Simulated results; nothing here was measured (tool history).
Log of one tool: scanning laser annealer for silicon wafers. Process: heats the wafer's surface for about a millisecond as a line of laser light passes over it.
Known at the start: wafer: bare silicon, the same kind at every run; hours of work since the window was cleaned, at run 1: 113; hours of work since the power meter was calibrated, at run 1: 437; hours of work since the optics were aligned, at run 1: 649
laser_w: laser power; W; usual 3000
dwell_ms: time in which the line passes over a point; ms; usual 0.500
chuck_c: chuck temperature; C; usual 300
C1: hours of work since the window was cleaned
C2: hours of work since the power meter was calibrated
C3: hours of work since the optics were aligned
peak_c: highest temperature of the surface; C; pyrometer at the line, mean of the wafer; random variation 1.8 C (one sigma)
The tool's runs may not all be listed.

run 1 hour=0.0 | laser_w=3000 dwell_ms=0.500 chuck_c=300 | C1=113 C2=437 C3=649 | peak_c=1026
run 2 hour=16.7 | laser_w=2976 dwell_ms=0.500 chuck_c=300 | C1=125 C2=448 C3=661 | peak_c=1022
run 3 hour=31.8 | laser_w=3000 dwell_ms=0.500 chuck_c=300 | C1=136 C2=459 C3=672 | peak_c=1025
run 4 hour=50.9 | laser_w=3000 dwell_ms=0.500 chuck_c=300 | C1=149 C2=473 C3=685 | peak_c=1021
run 5 hour=72.4 | laser_w=3000 dwell_ms=0.465 chuck_c=300 | C1=165 C2=488 C3=700 | peak_c=995
run 6 hour=89.6 | laser_w=3000 dwell_ms=0.465 chuck_c=300 | C1=177 C2=500 C3=713 | peak_c=994
run 7 hour=105.7 | laser_w=3000 dwell_ms=0.465 chuck_c=300 | C1=188 C2=511 C3=724 | peak_c=990
run 8 hour=116.0 | laser_w=3000 dwell_ms=0.500 chuck_c=300 | C1=196 C2=519 C3=731 | peak_c=1021
run 9 hour=133.7 | laser_w=2855 dwell_ms=0.500 chuck_c=300 | C1=208 C2=531 C3=744 | peak_c=983
run 10 hour=153.2 | laser_w=2855 dwell_ms=0.500 chuck_c=300 | C1=222 C2=545 C3=758 | peak_c=984
run 11 hour=169.4 | laser_w=2855 dwell_ms=0.500 chuck_c=300 | C1=233 C2=556 C3=769 | peak_c=980
run 12 hour=189.8 | laser_w=2855 dwell_ms=0.500 chuck_c=300 | C1=248 C2=571 C3=783 | peak_c=982
-- hour=196.6 optics aligned, line set to its width
run 13 hour=213.0 | laser_w=2855 dwell_ms=0.500 chuck_c=300 | C1=261 C2=584 C3=12 | peak_c=980
run 14 hour=232.7 | laser_w=2855 dwell_ms=0.500 chuck_c=300 | C1=275 C2=598 C3=25 | peak_c=978
run 15 hour=247.0 | laser_w=2855 dwell_ms=0.474 chuck_c=300 | C1=285 C2=608 C3=36 | peak_c=961
run 16 hour=264.4 | laser_w=2855 dwell_ms=0.474 chuck_c=300 | C1=297 C2=620 C3=48 | peak_c=957
-- hour=278.1 optics aligned, line set to its width, once more
run 17 hour=284.8 | laser_w=3000 dwell_ms=0.356 chuck_c=300 | C1=308 C2=631 C3=5 | peak_c=900
run 18 hour=304.7 | laser_w=3000 dwell_ms=0.356 chuck_c=300 | C1=322 C2=645 C3=19 | peak_c=894
run 19 hour=320.0 | laser_w=3000 dwell_ms=0.500 chuck_c=300 | C1=333 C2=656 C3=30 | peak_c=1017
run 20 hour=332.7 | laser_w=3000 dwell_ms=0.500 chuck_c=300 | C1=342 C2=665 C3=39 | peak_c=1015
run 21 hour=350.8 | laser_w=3000 dwell_ms=0.500 chuck_c=300 | C1=354 C2=678 C3=51 | peak_c=1021
run 22 hour=368.5 | laser_w=3000 dwell_ms=0.381 chuck_c=263 | C1=367 C2=690 C3=64 | peak_c=880
run 23 hour=379.8 | laser_w=2646 dwell_ms=0.511 chuck_c=320 | C1=375 C2=698 C3=72 | peak_c=955
run 24 hour=402.3 | laser_w=3000 dwell_ms=0.395 chuck_c=300 | C1=391 C2=714 C3=88 | peak_c=926
run 25 hour=412.4 | laser_w=3000 dwell_ms=0.395 chuck_c=300 | C1=398 C2=721 C3=95 | peak_c=928
run 26 hour=426.8 | laser_w=2810 dwell_ms=0.500 chuck_c=301 | C1=408 C2=731 C3=105 | peak_c=964
run 27 hour=439.0 | laser_w=2810 dwell_ms=0.500 chuck_c=301 | C1=417 C2=740 C3=114 | peak_c=963
run 28 hour=458.1 | laser_w=2809 dwell_ms=0.379 chuck_c=301 | C1=430 C2=754 C3=127 | peak_c=871
run 29 hour=475.6 | laser_w=3000 dwell_ms=0.500 chuck_c=298 | C1=443 C2=766 C3=140 | peak_c=1007
run 30 hour=492.3 | laser_w=3000 dwell_ms=0.500 chuck_c=322 | C1=455 C2=778 C3=152 | peak_c=1030
run 31 hour=512.7 | laser_w=3000 dwell_ms=0.500 chuck_c=322 | C1=469 C2=792 C3=166 | peak_c=1030
run 32 hour=523.2 | laser_w=3000 dwell_ms=0.500 chuck_c=322 | C1=476 C2=800 C3=173 | peak_c=1028
run 33 hour=544.3 | laser_w=3085 dwell_ms=0.579 chuck_c=318 | C1=491 C2=815 C3=188 | peak_c=1108
run 34 hour=563.1 | laser_w=2712 dwell_ms=0.403 chuck_c=299 | C1=505 C2=828 C3=202 | peak_c=865
run 35 hour=576.2 | laser_w=3023 dwell_ms=0.500 chuck_c=300 | C1=514 C2=837 C3=211 | peak_c=1010
run 36 hour=597.3 | laser_w=2733 dwell_ms=0.392 chuck_c=300 | C1=529 C2=852 C3=226 | peak_c=860
run 37 hour=618.4 | laser_w=2733 dwell_ms=0.392 chuck_c=300 | C1=544 C2=867 C3=241 | peak_c=858
run 38 hour=634.6 | laser_w=3000 dwell_ms=0.500 chuck_c=312 | C1=555 C2=878 C3=252 | peak_c=1015
run 39 hour=651.0 | laser_w=3000 dwell_ms=0.500 chuck_c=299 | C1=567 C2=890 C3=264 | peak_c=1003
run 40 hour=667.5 | laser_w=3259 dwell_ms=0.546 chuck_c=283 | C1=578 C2=902 C3=275 | peak_c=1087
run 41 hour=685.9 | laser_w=3000 dwell_ms=0.500 chuck_c=277 | C1=592 C2=915 C3=288 | peak_c=976

Hidden state or all else? Some run-to-run changes of peak_c, split into what the settings, what came in and random variation would give without the hidden state, and what is left for the hidden state (with any gauge scatter that isn't in both results):
The hidden state here: light that passes the window, % of a clean one's; laser's true power over the reading, %; width of the line over the set one, %; drift of the gauge itself on peak_c, C.
Run 33 -> 34: laser_w 3085 -> 2712, dwell_ms 0.579 -> 0.403, chuck_c 318 -> 299. peak_c -243 C: hidden state +10, all else -253.
Run 34 -> 35: laser_w 2712 -> 3023, dwell_ms 0.403 -> 0.500, chuck_c 299 -> 300. peak_c +145 C: hidden state -7, all else +152.
Run 35 -> 36: laser_w 3023 -> 2733, dwell_ms 0.500 -> 0.392. peak_c -150 C: hidden state +5, all else -155.
Run 37 -> 38: laser_w 2733 -> 3000, dwell_ms 0.392 -> 0.500, chuck_c 300 -> 312. peak_c +157 C: hidden state -7, all else +164.
